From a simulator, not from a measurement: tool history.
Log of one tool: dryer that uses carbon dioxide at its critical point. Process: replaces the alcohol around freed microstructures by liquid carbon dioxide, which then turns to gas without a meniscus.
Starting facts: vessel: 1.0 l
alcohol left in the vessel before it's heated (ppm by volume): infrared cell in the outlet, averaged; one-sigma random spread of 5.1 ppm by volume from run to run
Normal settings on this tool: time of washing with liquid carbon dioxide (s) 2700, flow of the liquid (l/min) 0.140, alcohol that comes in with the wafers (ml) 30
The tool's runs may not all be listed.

| run | hour | time of washing with liquid carbon dioxide (s) | flow of the liquid (l/min) | alcohol that comes in with the wafers (ml) | alcohol left in the vessel before it's heated (ppm by volume) |
|---|---|---|---|---|---|
| 1 | 0.0 | 2700 | 0.140 | 30 | 79 |
| 2 | 8.7 | 2700 | 0.140 | 30 | 86 |
| 3 | 15.2 | 2700 | 0.140 | 30 | 84 |
| 4 | 23.2 | 2700 | 0.140 | 60 | 165 |
| 5 | 35.7 | 2700 | 0.140 | 60 | 153 |
| 6 | 44.0 | 2700 | 0.140 | 60 | 152 |
| 7 | 54.0 | 4140 | 0.140 | 60 | 15 |
| 8 | 66.1 | 4140 | 0.140 | 60 | 15 |
| 9 | 80.3 | 4140 | 0.140 | 60 | 16 |
| 10 | 89.8 | 3360 | 0.138 | 41 | 44 |
| 11 | 96.2 | 1800 | 0.140 | 49 | 943 |
| 12 | 108.6 | 3600 | 0.123 | 42 | 54 |
| 13 | 121.4 | 2520 | 0.140 | 30 | 128 |
| 14 | 133.5 | 2520 | 0.140 | 30 | 119 |
| 15 | 146.0 | 3480 | 0.089 | 107 | 824 |
| 16 | 154.0 | 1980 | 0.115 | 34 | 963 |
| 17 | 161.7 | 2700 | 0.167 | 25 | 38 |

Consider 4 possible next runs. They are alternatives, not a sequence: every one starts from the tool as it was left by run 17. What does each give?
| A | 170.1 | 3060 | 0.167 | 87 | ? |
| B | 170.1 | 2160 | 0.169 | 61 | ? |
| C | 170.1 | 2340 | 0.175 | 25 | ? |
| D | 170.1 | 3840 | 0.140 | 63 | ? |

| run | alcohol left in the vessel before it's heated (ppm by volume) |
|---|---|
| A | 40 |
| B | 233 |
| C | 54 |
| D | 29 |
Without the tool's unlogged condition, the same runs would have read:
| run | alcohol left in the vessel before it's heated (ppm by volume) |
|---|---|
| A | 27 |
| B | 190 |
| C | 40 |
| D | 19 |

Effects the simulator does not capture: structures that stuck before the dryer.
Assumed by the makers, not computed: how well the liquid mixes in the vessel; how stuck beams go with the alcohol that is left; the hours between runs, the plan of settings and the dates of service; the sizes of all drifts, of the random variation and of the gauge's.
